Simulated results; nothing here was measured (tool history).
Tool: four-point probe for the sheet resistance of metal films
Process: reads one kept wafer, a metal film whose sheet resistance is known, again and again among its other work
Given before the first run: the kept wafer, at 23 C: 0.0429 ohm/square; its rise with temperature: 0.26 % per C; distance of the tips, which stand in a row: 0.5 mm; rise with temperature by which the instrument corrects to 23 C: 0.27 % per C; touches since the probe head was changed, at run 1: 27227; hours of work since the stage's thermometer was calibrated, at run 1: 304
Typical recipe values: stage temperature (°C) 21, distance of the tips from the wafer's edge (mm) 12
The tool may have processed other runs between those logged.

| run | day | stage temperature (°C) | distance of the tips from the wafer's edge (mm) | touches since the probe head was changed | hours of work since the stage's thermometer was calibrated | sheet resistance as the instrument gives it (ohm/square) |
|---|---|---|---|---|---|---|
| 1 | 0 | 21 | 12 | 27227 | 304 | 0.042978 |
| 2 | 4.525 | 21 | 7 | 31945 | 375 | 0.043064 |
| 3 | 6.521 | 21 | 7 | 34023 | 406 | 0.043079 |
| 4 | 11.496 | 27 | 7 | 39212 | 484 | 0.043089 |
| 5 | 13.746 | 23 | 7 | 41557 | 519 | 0.043104 |
| 6 | 15.762 | 23 | 7 | 43659 | 551 | 0.043102 |
| 7 | 18.342 | 23 | 7 | 46350 | 591 | 0.043122 |
| 8 | 21.442 | 21 | 49 | 49579 | 640 | 0.043026 |
| 9 | 26.342 | 21 | 49 | 54692 | 716 | 0.043055 |
| 10 | 29.729 | 21 | 7 | 58223 | 769 | 0.043191 |
| 11 | 32.25 | 21 | 7 | 60851 | 809 | 0.043198 |
| 12 | 35.392 | 21 | 7 | 64124 | 858 | 0.043209 |
| 13 | 39.004 | 21 | 29 | 67893 | 914 | 0.043115 |
| 14 | 43.629 | 21 | 29 | 72715 | 987 | 0.043128 |
| 15 | 47.704 | 21 | 29 | 76962 | 1050 | 0.043149 |
| 16 | 51.512 | 21 | 5 | 80931 | 1110 | 0.043394 |
| 17 | 55.246 | 21 | 5 | 84825 | 1168 | 0.043401 |
| 18 | 59.088 | 21 | 5 | 88828 | 1228 | 0.043432 |
| 19 | 61.4 | 21 | 48 | 91240 | 1265 | 0.043206 |
| 20 | 63.404 | 21 | 48 | 93331 | 1296 | 0.043212 |
| 21 | 65.4 | 21 | 48 | 95412 | 1327 | 0.043231 |
|  | 65.862 | stage's thermometer calibrated |
| 22 | 69.583 | 28 | 12 | 99750 | 58 | 0.043275 |
|  | 70.462 | new probe head fitted |
| 23 | 73.033 | 28 | 4 | 2680 | 111 | 0.043243 |
| 24 | 76.962 | 28 | 4 | 6776 | 173 | 0.043256 |
| 25 | 79.454 | 25 | 31 | 9374 | 212 | 0.042907 |
| 26 | 81.996 | 23 | 21 | 12025 | 252 | 0.042933 |
| 27 | 86.304 | 29 | 4 | 16519 | 319 | 0.043285 |
|  | 87.8 | stage's thermometer calibrated, once more |
| 28 | 90.483 | 29 | 4 | 20853 | 42 | 0.043269 |
| 29 | 92.992 | 27 | 4 | 23469 | 81 | 0.043292 |
| 30 | 95.692 | 29 | 73 | 26281 | 123 | 0.042935 |
| 31 | 99.133 | 35 | 7 | 29870 | 177 | 0.043043 |
| 32 | 103.121 | 35 | 7 | 34029 | 240 | 0.043065 |
| 33 | 105.642 | 35 | 7 | 36655 | 279 | 0.043085 |
| 34 | 109.562 | 32 | 47 | 40742 | 340 | 0.043002 |
| 35 | 112.929 | 22 | 12 | 44253 | 393 | 0.043062 |
| 36 | 115.892 | 22 | 12 | 47344 | 439 | 0.043069 |
| 37 | 119.15 | 32 | 10 | 50739 | 490 | 0.043091 |
| 38 | 121.15 | 19 | 27 | 52826 | 521 | 0.043086 |
| 39 | 125.188 | 24 | 27 | 57036 | 585 | 0.043085 |
| 40 | 128.529 | 18 | 6 | 60517 | 637 | 0.043244 |
| 41 | 132.346 | 18 | 8 | 64498 | 697 | 0.043206 |
| 42 | 135.45 | 28 | 6 | 67731 | 745 | 0.04327 |
| 43 | 138.638 | 28 | 6 | 71058 | 795 | 0.043291 |
| 44 | 141.021 | 28 | 25 | 73541 | 832 | 0.043142 |

Pick out some run-to-run changes in sheet resistance as the instrument gives it (ohm/square). Of each, how much would a tool without hidden state show as well, from the settings, what came in and chance, and how much is left for the hidden state and any gauge scatter not in both results compared?
What the log doesn't record here: inner tips' distance over the nominal, %; tips' flats over new ones', %; wafer's true temperature over the reading, C; drift of the gauge itself on sheet_ohm, %.
Run 8 -> 9: no setting changed, nothing entered. sheet resistance as the instrument gives it (ohm/square) +0.000029: hidden state +0.000023, all else +0.000006.
Run 21 -> 22: stage temperature (°C) 21 -> 28, distance of the tips from the wafer's edge (mm) 48 -> 12, stage's thermometer calibrated. sheet resistance as the instrument gives it (ohm/square) +0.000044: hidden state +0.000026, all else +0.000018.
Run 22 -> 23: distance of the tips from the wafer's edge (mm) 12 -> 4, new probe head fitted. sheet resistance as the instrument gives it (ohm/square) -0.000032: hidden state -0.000371, all else +0.000339.
Run 24 -> 25: stage temperature (°C) 28 -> 25, distance of the tips from the wafer's edge (mm) 4 -> 31. sheet resistance as the instrument gives it (ohm/square) -0.000349: hidden state +0.000011, all else -0.00036.
Run 26 -> 27: stage temperature (°C) 23 -> 29, distance of the tips from the wafer's edge (mm) 21 -> 4. sheet resistance as the instrument gives it (ohm/square) +0.000352: hidden state +0.000019, all else +0.000333.
Run 29 -> 30: stage temperature (°C) 27 -> 29, distance of the tips from the wafer's edge (mm) 4 -> 73. sheet resistance as the instrument gives it (ohm/square) -0.000357: hidden state +0.000012, all else -0.000369.
